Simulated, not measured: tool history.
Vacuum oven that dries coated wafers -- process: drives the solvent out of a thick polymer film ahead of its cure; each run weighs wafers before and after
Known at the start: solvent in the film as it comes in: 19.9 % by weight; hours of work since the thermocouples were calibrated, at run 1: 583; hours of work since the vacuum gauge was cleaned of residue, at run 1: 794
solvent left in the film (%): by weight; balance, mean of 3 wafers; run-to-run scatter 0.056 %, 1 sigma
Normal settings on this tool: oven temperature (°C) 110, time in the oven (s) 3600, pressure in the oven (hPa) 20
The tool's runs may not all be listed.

run	hour	oven temperature (°C)	time in the oven (s)	pressure in the oven (hPa)	hours of work since the thermocouples were calibrated	hours of work since the vacuum gauge was cleaned of residue	solvent left in the film (%)
1	0	110	3600	20	583	794	2.61
2	71.5	110	3600	20	628	840	2.79
3	135.5	110	3600	20	669	880	2.76
4	183.7	110	3600	20	699	911	2.73
5	277.9	119	3600	20	759	971	1.36
6	357.2	110	3600	24.7	810	1021	2.97
7	409.1	110	3600	21.2	843	1054	2.88
8	486.3	110	3600	20	892	1104	2.74
# hour 496: vacuum gauge cleaned of residue and calibrated
9	570.1	110	3600	17.4	944	47	2.73
10	639.4	97	3600	22.9	988	91	6.31
11	735.6	118	2100	17.1	1050	152	3.39
# hour 788.5: vacuum gauge cleaned of residue and calibrated, once more
12	791.6	103	3600	20	1084	2	4.28
13	856.5	103	3600	20	1125	43	4.35
14	910.8	103	3600	20	1160	78	4.39
15	992.8	97	2400	56	1212	130	9.87
16	1103.9	97	2400	56	1283	201	9.9

Forecast each of these 3 alternatives for the next run:
A	1192.4	123	6420	15.7	1339	257	?
B	1192.4	110	5460	20	1339	257	?
C	1192.4	101	2340	74	1339	257	?

run	solvent left in the film (%)
A	0.51
B	1.51
C	9.51
With no hidden state in the tool, these same runs would have given:
run	solvent left in the film (%)
A	0.49
B	1.38
C	9.15
